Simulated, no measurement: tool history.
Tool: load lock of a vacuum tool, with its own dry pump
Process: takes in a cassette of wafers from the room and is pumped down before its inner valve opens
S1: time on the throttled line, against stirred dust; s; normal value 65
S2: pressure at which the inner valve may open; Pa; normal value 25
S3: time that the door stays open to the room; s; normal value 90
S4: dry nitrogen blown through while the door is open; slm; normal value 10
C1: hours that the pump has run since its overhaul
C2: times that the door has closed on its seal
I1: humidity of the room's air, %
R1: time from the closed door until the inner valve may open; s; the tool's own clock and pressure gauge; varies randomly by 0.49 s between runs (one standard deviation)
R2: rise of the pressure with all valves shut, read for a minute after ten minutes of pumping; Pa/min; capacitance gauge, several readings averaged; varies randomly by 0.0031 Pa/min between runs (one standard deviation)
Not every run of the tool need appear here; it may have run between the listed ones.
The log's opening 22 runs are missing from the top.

run	hour	S1	S2	S3	S4	C1	C2	I1	R1	R2
23	6047.4	65	25	36	10	12769	15985	44.5	97.3	0.437
24	6433.7	65	29	225	10	13155	17765	42.1	96.9	0.588
25	6811.0	33	31	56	13	13532	19504	47.0	69.1	0.587
26	7104.4	33	31	56	13	13826	20856	48.7	68.9	0.656
# hour 7323.2: door's seal changed, seat wiped
27	7446.7	33	31	56	13	14166	569	42.2	68.9	0.044
28	7803.1	33	31	56	13	14523	2212	45.6	69.3	0.067
29	8086.4	45	25	90	10	14806	3517	46.4	80.3	0.114
30	8302.6	42	23	59	10	15022	4514	44.2	77.9	0.109
31	8684.0	74	47	42	8	15404	6272	47.0	103.9	0.141
32	8972.9	65	22	90	10	15693	7603	46.2	100.1	0.195
33	9302.9	88	25	95	6	16023	9124	46.1	120.7	0.255

What if the next run were any one of these 5? Each begins from the tool's condition after run 33:
A	9591.2	124	25	38	5	16311	10453	41.5	?	?
B	9591.2	88	21	95	21	16311	10453	42.7	?	?
C	9591.2	77	25	95	4	16311	10453	45.0	?	?
D	9591.2	65	24	90	17	16311	10453	47.1	?	?
E	9591.2	63	33	95	6	16311	10453	40.9	?	?

run	R1	R2
A	151.8	0.239
B	121.7	0.248
C	110.4	0.293
D	99.9	0.258
E	96.6	0.279
Without the tool's hidden state the same runs would have given:
run	R1	R2
A	145.6	0.038
B	114.5	0.041
C	103.1	0.092
D	92.3	0.056
E	89.3	0.073
